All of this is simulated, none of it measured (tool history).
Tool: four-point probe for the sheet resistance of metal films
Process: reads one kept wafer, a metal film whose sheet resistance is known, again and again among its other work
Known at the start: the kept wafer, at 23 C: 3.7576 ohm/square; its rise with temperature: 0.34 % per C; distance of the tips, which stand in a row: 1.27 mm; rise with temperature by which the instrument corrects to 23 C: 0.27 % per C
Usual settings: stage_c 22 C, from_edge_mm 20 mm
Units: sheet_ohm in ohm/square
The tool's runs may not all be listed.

run,hour,stage_c,from_edge_mm,sheet_ohm
1,0.0,22,20,3.761878
2,20.6,22,20,3.762020
3,35.3,22,20,3.761697
4,52.0,22,30,3.757177
5,66.7,34,20,3.791730
6,76.0,34,20,3.790843
7,93.1,34,20,3.793017
8,111.0,34,20,3.791783
9,131.7,34,20,3.793714
10,142.1,34,20,3.792518
11,159.2,34,20,3.792058
12,170.3,22,20,3.761434
13,187.0,22,20,3.762961
14,200.0,22,20,3.762325
15,211.1,22,20,3.763043
16,224.7,22,8,3.804151
17,233.8,22,8,3.804234
18,245.8,22,8,3.805971
19,266.6,22,8,3.805051
20,275.6,22,20,3.762002
21,284.1,22,20,3.763165
22,295.0,22,20,3.761735
23,310.8,22,20,3.763170
24,323.8,27,9,3.806878
25,340.4,23,8,3.807937
26,360.8,27,44,3.769251
27,376.7,19,6,3.835716
# hour 378.9: stage's thermometer calibrated
28,389.6,23,10,3.790906
29,410.3,29,7,3.838838
30,430.7,30,7,3.841766
# hour 447.8: stage's thermometer calibrated, once more
31,449.4,30,7,3.837404
32,465.4,30,7,3.838332
33,476.3,24,11,3.783270
34,489.7,21,6,3.839007
35,500.8,30,6,3.860573
36,515.6,30,6,3.863141
37,527.3,26,6,3.850911
38,539.8,26,6,3.850708
39,548.3,26,12,3.785635
40,568.6,26,12,3.785280
41,588.4,26,12,3.785030
42,598.6,29,55,3.772257
43,614.3,29,55,3.771854

The next listed run, before its measurement:
44,624.1,24,20,?

Run 44 gave sheet_ohm 3.766472 ohm/square.
Without the tool's hidden state the same run would have given sheet_ohm 3.768779 ohm/square.
